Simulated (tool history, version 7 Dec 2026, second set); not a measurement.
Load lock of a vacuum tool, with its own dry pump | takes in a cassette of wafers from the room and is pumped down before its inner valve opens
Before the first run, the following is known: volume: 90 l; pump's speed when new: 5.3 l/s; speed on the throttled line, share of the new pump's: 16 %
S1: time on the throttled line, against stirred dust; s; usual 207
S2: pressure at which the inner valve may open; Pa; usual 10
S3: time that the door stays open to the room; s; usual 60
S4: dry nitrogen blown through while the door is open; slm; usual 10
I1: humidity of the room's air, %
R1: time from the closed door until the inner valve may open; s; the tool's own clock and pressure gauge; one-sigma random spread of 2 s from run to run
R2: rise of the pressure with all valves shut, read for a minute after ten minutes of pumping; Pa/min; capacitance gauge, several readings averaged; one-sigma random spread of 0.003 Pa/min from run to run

Run 1, hour 0.0: usual settings; I1 45.2. Result: R1 350.9 s, R2 0.016 Pa/min.
Run 2, hour 194.7: usual settings; I1 44.0. Result: R1 348.8 s, R2 0.016 Pa/min.
Run 3, hour 475.1: usual settings; I1 42.9. Result: R1 347.6 s, R2 0.021 Pa/min.
Run 4, hour 655.1: usual settings but S1 135 s; I1 46.6. Result: R1 288.5 s, R2 0.017 Pa/min.
Run 5, hour 819.4: usual settings but S1 135 s; I1 45.6. Result: R1 290.6 s, R2 0.015 Pa/min.
Run 6, hour 953.0: usual settings but S1 135 s, S3 35 s; I1 43.9. Result: R1 294.2 s, R2 0.020 Pa/min.
Run 7, hour 1208.3: usual settings but S1 135 s, S3 35 s; I1 45.3. Result: R1 292.2 s, R2 0.015 Pa/min.
Run 8, hour 1407.5: usual settings but S1 135 s, S3 35 s; I1 44.4. Result: R1 290.1 s, R2 0.021 Pa/min.
Run 9, hour 1536.4: usual settings but S3 122 s; I1 43.5. Result: R1 349.5 s, R2 0.030 Pa/min.
Run 10, hour 1732.7: usual settings; I1 48.6. Result: R1 351.6 s, R2 0.028 Pa/min.
Run 11, hour 1900.6: usual settings; I1 45.4. Result: R1 350.5 s, R2 0.026 Pa/min.
Run 12, hour 2172.2: usual settings; I1 45.0. Result: R1 352.6 s, R2 0.032 Pa/min.
Run 13, hour 2360.4: usual settings; I1 45.6. Result: R1 351.1 s, R2 0.026 Pa/min.
Run 14, hour 2639.5: usual settings; I1 49.0. Result: R1 359.9 s, R2 0.033 Pa/min.
Run 15, hour 2797.8: usual settings but S3 206 s, S4 34 slm; I1 44.7. Result: R1 357.0 s, R2 0.025 Pa/min.
Run 16, hour 2933.2: usual settings but S2 7 Pa; I1 45.5. Result: R1 363.6 s, R2 0.029 Pa/min.
Run 17, hour 3165.0: usual settings but S2 15 Pa, S3 28 s, S4 16 slm; I1 45.2. Result: R1 343.3 s, R2 0.034 Pa/min.
Run 18, hour 3327.4: usual settings but S3 28 s, S4 5 slm; I1 46.2. Result: R1 354.5 s, R2 0.034 Pa/min.
Run 19, hour 3451.6: usual settings but S3 28 s, S4 5 slm; I1 45.6. Result: R1 354.6 s, R2 0.033 Pa/min.
Run 20, hour 3737.5: usual settings but S3 28 s, S4 5 slm; I1 46.3. Result: R1 354.6 s, R2 0.037 Pa/min.
Run 21, hour 3999.7: usual settings but S1 372 s, S2 12 Pa, S3 45 s, S4 15 slm; I1 42.7. Result: R1 482.9 s, R2 0.035 Pa/min.
Run 22, hour 4127.8: usual settings but S2 13 Pa, S4 12 slm; I1 48.4. Result: R1 351.3 s, R2 0.042 Pa/min.
Run 23, hour 4299.4: usual settings but S2 13 Pa, S4 12 slm; I1 46.4. Result: R1 350.0 s, R2 0.048 Pa/min.
Run 24, hour 4604.6: usual settings but S1 383 s, S2 18 Pa, S3 54 s, S4 6 slm; I1 46.1. Result: R1 478.4 s, R2 0.054 Pa/min.

What does the tool deliver on the next run?
Run 25, hour 4749.5: usual settings but S1 383 s, S2 18 Pa, S3 54 s, S4 6 slm; I1 43.8. Result: R1 ?, R2 ?.

{"run 25": {"R1": 491.7, "R2": 0.054}}
Minus the tool's unlogged condition, the same run would have read R1 474.4 s, R2 0.018 Pa/min.

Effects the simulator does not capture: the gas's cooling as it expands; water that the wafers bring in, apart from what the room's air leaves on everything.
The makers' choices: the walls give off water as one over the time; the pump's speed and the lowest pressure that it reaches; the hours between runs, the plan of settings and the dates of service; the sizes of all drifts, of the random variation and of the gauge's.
